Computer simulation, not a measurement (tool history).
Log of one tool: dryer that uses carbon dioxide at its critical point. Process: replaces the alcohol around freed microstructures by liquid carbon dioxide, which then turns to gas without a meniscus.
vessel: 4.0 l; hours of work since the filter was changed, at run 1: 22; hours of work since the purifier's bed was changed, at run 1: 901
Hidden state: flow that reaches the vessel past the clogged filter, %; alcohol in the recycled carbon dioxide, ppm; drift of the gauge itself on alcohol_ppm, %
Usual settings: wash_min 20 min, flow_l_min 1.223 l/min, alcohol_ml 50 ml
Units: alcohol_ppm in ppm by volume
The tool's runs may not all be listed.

run     day  wash_min  flow_l_min  alcohol_ml  hours of work since the filter was changed  hours of work since the purifier's bed was changed  alcohol_ppm
  1       0        20       1.223          50                                          22                                                 901          192
  2   1.338        15       1.223          50                                          42                                                 921          430
  3   2.938        15       1.223          50                                          66                                                 945          425
  4   4.762        15       1.223          50                                          93                                                 972          443
  5   6.138        22       1.223          50                                         114                                                 993          189
  6   7.933        22       1.223          50                                         141                                                1020          185
  7   9.608        22       1.223          50                                         166                                                1045          189
  8  11.692        22       1.223          50                                         197                                                1076          204
  9  13.558        20       1.223          50                                         225                                                1104          243
 10  15.896        20       1.223          50                                         260                                                1139          242
 11  17.029        24        1.39          50                                         277                                                1156          160
 12  18.454        17        1.39          50                                         298                                                1177          270
 13  20.725        17        1.39          50                                         332                                                1211          265
 14    22.6        30        1.39          27                                         360                                                1239          153
 15  24.488        30        1.39          86                                         389                                                1267          170
 16  26.717        30        1.39          86                                         422                                                1301          173
     27.254  -- purifier's bed changed
 17  28.475        30        1.39          86                                         446                                                  18           15
 18  30.092        21        0.82          44                                         471                                                  42          427
 19  31.467        31        1.53          31                                         491                                                  63           18
 20      33        13        1.19          29                                         514                                                  86          390

Forecast each of these 4 alternatives for the next run:
     33.867  -- inlet filter changed
  A  34.808        16        1.19          80                                          14                                                 112            ?
     33.867  -- inlet filter changed
  B  34.808        15       1.223          50                                          14                                                 112            ?
     33.867  -- inlet filter changed
  C  34.808        20         1.4          50                                          14                                                 112            ?
     33.867  -- inlet filter changed
  D  34.808        30        0.79          29                                          14                                                 112            ?

run  alcohol_ppm
  A          441
  B          330
  C           57
  D           86
Without the tool's hidden state the same runs would have given:
run  alcohol_ppm
  A          415
  B          307
  C           42
  D           70

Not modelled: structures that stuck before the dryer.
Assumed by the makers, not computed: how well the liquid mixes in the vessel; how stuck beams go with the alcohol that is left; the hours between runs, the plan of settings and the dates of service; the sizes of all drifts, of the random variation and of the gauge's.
